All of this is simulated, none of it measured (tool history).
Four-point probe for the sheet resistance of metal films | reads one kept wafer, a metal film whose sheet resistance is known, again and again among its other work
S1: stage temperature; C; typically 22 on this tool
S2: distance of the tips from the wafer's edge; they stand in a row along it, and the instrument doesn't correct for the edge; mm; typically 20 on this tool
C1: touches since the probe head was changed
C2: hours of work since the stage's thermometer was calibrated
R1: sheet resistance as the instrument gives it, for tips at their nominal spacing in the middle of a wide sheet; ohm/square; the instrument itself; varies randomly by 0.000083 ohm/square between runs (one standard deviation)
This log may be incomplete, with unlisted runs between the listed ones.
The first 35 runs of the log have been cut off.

run    hour  S1  S2     C1    C2        R1
 36  1746.5  26  62  69804  2125  0.419549
     1767.4  -- stage's thermometer calibrated
 37  1789.7  19   3  70622     9  0.440363
 38  1825.2  22  44  71303    24  0.418024
 39  1889.3  21   4  72531    50  0.431438
 40  1938.8  19  37  73479    71  0.417371
 41  1982.8  32  53  74323    89  0.421359
 42  2046.2  32  53  75538   115  0.421464
 43  2097.6  22   7  76522   136  0.423018
 44  2156.6  19  11  77653   160  0.419157
 45    2201  19  11  78502   179  0.419223
 46  2241.2  35  14  79273   195  0.423617

Consider 3 possible next runs. They are alternatives, not a sequence: every one starts from the tool as it was left by run 46. What does each give?
  A  2289.6  25  24  80201  215   ?
  B  2289.6  22   5  80201  215   ?
  C  2289.6  18   9  80201  215   ?

run        R1
  A  0.419786
  B  0.427184
  C  0.419827
Had the tool no hidden state, the same runs would have come out as:
run        R1
  A  0.415081
  B  0.422405
  C  0.415124
